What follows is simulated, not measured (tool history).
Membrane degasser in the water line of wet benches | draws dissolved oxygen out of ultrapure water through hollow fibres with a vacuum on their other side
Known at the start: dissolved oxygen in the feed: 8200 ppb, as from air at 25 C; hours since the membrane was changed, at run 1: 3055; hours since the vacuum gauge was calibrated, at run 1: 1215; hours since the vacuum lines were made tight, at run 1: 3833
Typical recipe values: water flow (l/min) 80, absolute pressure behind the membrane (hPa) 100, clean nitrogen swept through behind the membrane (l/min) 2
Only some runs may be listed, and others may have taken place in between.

| run | hour | water flow (l/min) | absolute pressure behind the membrane (hPa) | clean nitrogen swept through behind the membrane (l/min) | hours since the membrane was changed | hours since the vacuum gauge was calibrated | hours since the vacuum lines were made tight | dissolved oxygen in the water behind the degasser (ppb) | pressure that the water loses in the fibres (hPa) |
|---|---|---|---|---|---|---|---|---|---|
| 1 | 0 | 80 | 100 | 2 | 3055 | 1215 | 3833 | 527.1 | 328.7 |
| 2 | 145.7 | 80 | 100 | 2 | 3200 | 1361 | 3979 | 524.1 | 327.5 |
| 3 | 288.2 | 80 | 100 | 2 | 3343 | 1503 | 4121 | 530.6 | 326.5 |
| 4 | 565.7 | 80 | 185 | 2 | 3620 | 1781 | 4399 | 1100 | 330.1 |
| 5 | 711.5 | 80 | 100 | 2 | 3766 | 1927 | 4545 | 532.9 | 333.5 |
| 6 | 850.6 | 80 | 164 | 2 | 3905 | 2066 | 4684 | 970.4 | 328.3 |
| 7 | 1049.5 | 80 | 164 | 2 | 4104 | 2265 | 4883 | 970.2 | 329.3 |
| 8 | 1236.1 | 80 | 100 | 1.13 | 4291 | 2451 | 5069 | 801.5 | 331 |
| 9 | 1358.9 | 80 | 100 | 1.13 | 4414 | 2574 | 5192 | 806.7 | 332.2 |
| 10 | 1504 | 80 | 100 | 1.13 | 4559 | 2719 | 5337 | 793 | 330.4 |
| 11 | 1725.9 | 80 | 100 | 1.13 | 4781 | 2941 | 5559 | 799.2 | 331.7 |
| 12 | 1919.5 | 80 | 100 | 1.13 | 4974 | 3135 | 5753 | 801.1 | 330 |
| 13 | 2131.6 | 80 | 100 | 1.13 | 5186 | 3347 | 5965 | 804.9 | 332.3 |
| 14 | 2247.3 | 80 | 61 | 2 | 5302 | 3462 | 6080 | 250.4 | 332.2 |
| 15 | 2461.4 | 80 | 87 | 2 | 5516 | 3677 | 6295 | 446.4 | 331 |
| 16 | 2659.5 | 80 | 100 | 1.32 | 5714 | 3875 | 6493 | 731.6 | 330.7 |
| 17 | 2785.1 | 86 | 196 | 3.37 | 5840 | 4000 | 6618 | 847.3 | 358.4 |
| 18 | 2918.6 | 86 | 196 | 3.37 | 5973 | 4134 | 6752 | 849.9 | 359.7 |
| 19 | 3094.7 | 86 | 196 | 3.37 | 6149 | 4310 | 6928 | 841.5 | 349.4 |
| 20 | 3320.7 | 61 | 89 | 2.4 | 6375 | 4536 | 7154 | 319.7 | 256.3 |
| 21 | 3544.2 | 61 | 89 | 2.4 | 6599 | 4759 | 7377 | 324.1 | 254.8 |
| 22 | 3789.3 | 53 | 212 | 1.5 | 6844 | 5004 | 7623 | 1191.1 | 217.6 |
| 23 | 3964 | 53 | 212 | 1.5 | 7019 | 5179 | 7797 | 1174.8 | 221.5 |
| 24 | 4162.8 | 53 | 212 | 1.5 | 7217 | 5378 | 7996 | 1181.4 | 222.7 |
| 25 | 4442 | 82 | 100 | 3.55 | 7497 | 5657 | 8275 | 353.5 | 342.6 |
| 26 | 4670.5 | 53 | 176 | 1.02 | 7725 | 5886 | 8504 | 1284.3 | 220.8 |
| 27 | 4795.1 | 103 | 225 | 2 | 7850 | 6010 | 8628 | 1616.5 | 430.9 |
|  | 4935.1 | seals of the vacuum lines changed |
| 28 | 5061.8 | 103 | 225 | 2 | 8115 | 6275 | 127 | 1629.8 | 430.2 |
| 29 | 5262.6 | 48 | 154 | 2 | 8315 | 6476 | 328 | 615.1 | 198.5 |
| 30 | 5493.1 | 73 | 107 | 2 | 8546 | 6706 | 558 | 549.4 | 306.7 |
|  | 5509.6 | vacuum gauge calibrated |
| 31 | 5734.5 | 73 | 107 | 1.17 | 8787 | 225 | 799 | 787.9 | 306.7 |
| 32 | 5977.3 | 71 | 207 | 2 | 9030 | 468 | 1042 | 1132.2 | 298.4 |

Alternative continuations, all from the tool just after run 32; predict every row:
| A | 6113.9 | 80 | 93 | 2 | 9166 | 604 | 1178 | ? | ? |
| B | 6113.9 | 80 | 211 | 2 | 9166 | 604 | 1178 | ? | ? |
| C | 6113.9 | 127 | 207 | 1.29 | 9166 | 604 | 1178 | ? | ? |
| D | 6113.9 | 80 | 100 | 2 | 9166 | 604 | 1178 | ? | ? |

| run | dissolved oxygen in the water behind the degasser (ppb) | pressure that the water loses in the fibres (hPa) |
|---|---|---|
| A | 474.7 | 336.4 |
| B | 1259.9 | 338.1 |
| C | 2186.4 | 532.7 |
| D | 519 | 335.4 |
With the hidden condition removed and each run's random variation left untouched, the same runs would have given:
| run | dissolved oxygen in the water behind the degasser (ppb) | pressure that the water loses in the fibres (hPa) |
|---|---|---|
| A | 473 | 324 |
| B | 1258.3 | 325.8 |
| C | 2185 | 513.2 |
| D | 517.4 | 323.1 |

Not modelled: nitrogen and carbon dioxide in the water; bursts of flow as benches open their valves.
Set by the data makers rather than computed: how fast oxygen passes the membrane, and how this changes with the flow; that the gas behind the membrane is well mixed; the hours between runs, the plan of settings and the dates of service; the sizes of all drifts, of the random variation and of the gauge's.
